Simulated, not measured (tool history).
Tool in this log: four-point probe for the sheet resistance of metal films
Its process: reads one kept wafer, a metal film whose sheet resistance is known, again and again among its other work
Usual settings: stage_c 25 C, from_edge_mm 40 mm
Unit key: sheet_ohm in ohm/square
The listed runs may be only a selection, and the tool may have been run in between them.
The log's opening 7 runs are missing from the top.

run    hour  stage_c  from_edge_mm  touches since the probe head was changed  hours of work since the stage's thermometer was calibrated  sheet_ohm
  8   377.1       25             3                                     71580                                                         186  11.379979
  9   415.8       27             3                                     72333                                                         210  11.398857
 10   482.3       25            13                                     73625                                                         251  10.520505
 11   528.8       28            40                                     74531                                                         280  10.502847
 12   607.4       25            28                                     76060                                                         328  10.484165
 13   686.9       25            28                                     77606                                                         378  10.483485
 14   735.0       25            59                                     78542                                                         407  10.482305
 15   811.0       25            59                                     80021                                                         454  10.482431
 16   848.9       25            59                                     80759                                                         478  10.480186
 17   906.1       34            10                                     81872                                                         513  10.642231
 18   950.7       32            75                                     82738                                                         540  10.535089
 19  1030.8       25             8                                     84297                                                         590  10.622437
 20  1110.4       25             8                                     85845                                                         639  10.622512
 21  1167.5       20            21                                     86956                                                         674  10.465026
 22  1205.5       20            21                                     87695                                                         698  10.459982
 23  1276.0       27             3                                     89068                                                         741  11.415522
 24  1346.5       32            16                                     90439                                                         785  10.579866
 25  1420.2       21            41                                     91872                                                         830  10.460147
 26  1503.1       26             6                                     93485                                                         881  10.749712
 27  1571.3       19             7                                     94812                                                         924  10.622134
 28  1652.9       21            26                                     96400                                                         974  10.475052
 29  1724.1       31            31                                     97784                                                        1018  10.550156
 30  1796.9       31            31                                     99201                                                        1063  10.558830

Each row is a separate what-if for the run after 30, all from the same tool condition, not one after another. Results?
  A  1847.8       28            33                                    100191                                                        1094          ?
  B  1847.8       27            10                                    100191                                                        1094          ?
  C  1847.8       25             9                                    100191                                                        1094          ?
  D  1847.8       23            15                                    100191                                                        1094          ?
  E  1847.8       20            51                                    100191                                                        1094          ?

run  sheet_ohm
  A  10.532081
  B  10.607652
  C  10.609305
  D  10.519751
  E  10.459202
What these runs would have given with no unlogged condition in the tool:
run  sheet_ohm
  A  10.428815
  B  10.503654
  C  10.505210
  D  10.416392
  E  10.356269
